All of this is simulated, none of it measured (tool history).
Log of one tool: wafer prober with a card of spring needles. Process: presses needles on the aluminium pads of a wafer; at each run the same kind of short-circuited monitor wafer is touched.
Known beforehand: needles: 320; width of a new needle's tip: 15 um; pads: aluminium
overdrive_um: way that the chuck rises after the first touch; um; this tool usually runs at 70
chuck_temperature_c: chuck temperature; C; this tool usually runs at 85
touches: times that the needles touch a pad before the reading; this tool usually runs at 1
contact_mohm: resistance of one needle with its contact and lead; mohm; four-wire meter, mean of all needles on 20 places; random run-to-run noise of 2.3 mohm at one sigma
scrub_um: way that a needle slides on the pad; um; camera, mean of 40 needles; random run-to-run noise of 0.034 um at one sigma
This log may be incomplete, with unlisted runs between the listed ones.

Run 1, day 0: usual settings. Result: contact_mohm 252 mohm, scrub_um 15.28 um.
At day 0.204: tips cleaned on abrasive film.
Run 2, day 0.288: usual settings. Result: contact_mohm 256 mohm, scrub_um 15.26 um.
At day 0.479: tips cleaned on abrasive film.
Run 3, day 0.608: usual settings. Result: contact_mohm 254 mohm, scrub_um 15.16 um.
At day 0.738: tips cleaned on abrasive film.
At day 1: tips cleaned on abrasive film.
Run 4, day 1.083: usual settings. Result: contact_mohm 254 mohm, scrub_um 15.25 um.
At day 1.288: tips cleaned on abrasive film.
At day 1.525: tips cleaned on abrasive film.
Run 5, day 1.675: usual settings. Result: contact_mohm 256 mohm, scrub_um 15.15 um.
At day 1.796: tips cleaned on abrasive film.
At day 2.05: tips cleaned on abrasive film.
Run 6, day 2.142: usual settings. Result: contact_mohm 257 mohm, scrub_um 15.17 um.
At day 2.304: tips cleaned on abrasive film.
At day 2.55: tips cleaned on abrasive film.
Run 7, day 2.583: usual settings but overdrive_um 82 um. Result: contact_mohm 250 mohm, scrub_um 17.81 um.
At day 2.792: tips cleaned on abrasive film.
Run 8, day 2.879: usual settings but overdrive_um 82 um. Result: contact_mohm 251 mohm, scrub_um 17.73 um.
At day 3.058: tips cleaned on abrasive film.
Run 9, day 3.183: usual settings but overdrive_um 82 um. Result: contact_mohm 250 mohm, scrub_um 17.7 um.
At day 3.3: tips cleaned on abrasive film.
Run 10, day 3.45: usual settings but overdrive_um 82 um. Result: contact_mohm 256 mohm, scrub_um 17.75 um.
At day 3.538: tips cleaned on abrasive film.
Run 11, day 3.762: usual settings but overdrive_um 82 um. Result: contact_mohm 248 mohm, scrub_um 17.73 um.
At day 3.808: tips cleaned on abrasive film.
At day 4.062: tips cleaned on abrasive film.
At day 4.312: tips cleaned on abrasive film.
Run 12, day 4.367: usual settings but overdrive_um 78 um, chuck_temperature_c 83 C. Result: contact_mohm 250 mohm, scrub_um 16.85 um.
At day 4.592: tips cleaned on abrasive film.
At day 4.833: tips cleaned on abrasive film.
Run 13, day 4.954: usual settings but overdrive_um 78 um, chuck_temperature_c 83 C. Result: contact_mohm 254 mohm, scrub_um 16.86 um.
At day 5.096: tips cleaned on abrasive film.
At day 5.342: tips cleaned on abrasive film.
Run 14, day 5.342: usual settings but overdrive_um 55 um, chuck_temperature_c 44 C. Result: contact_mohm 247 mohm, scrub_um 11.85 um.
At day 5.579: tips cleaned on abrasive film.
Run 15, day 5.621: usual settings but overdrive_um 55 um, chuck_temperature_c 44 C. Result: contact_mohm 244 mohm, scrub_um 11.87 um.
At day 5.812: tips cleaned on abrasive film.
At day 6.088: tips cleaned on abrasive film.
Run 16, day 6.117: usual settings but overdrive_um 55 um, chuck_temperature_c 44 C. Result: contact_mohm 252 mohm, scrub_um 11.86 um.
At day 6.338: tips cleaned on abrasive film.
Run 17, day 6.392: usual settings but overdrive_um 55 um, chuck_temperature_c 44 C. Result: contact_mohm 248 mohm, scrub_um 11.85 um.

What will run 18 give?
At day 6.6: tips cleaned on abrasive film.
Run 18, day 6.775: usual settings but overdrive_um 89 um, chuck_temperature_c 68 C. Result: contact_mohm ?, scrub_um ?.

{"run 18": {"contact_mohm": 244, "scrub_um": 19.13}}
With no hidden state in the tool, this same run would have given contact_mohm 244 mohm, scrub_um 19.38 um.
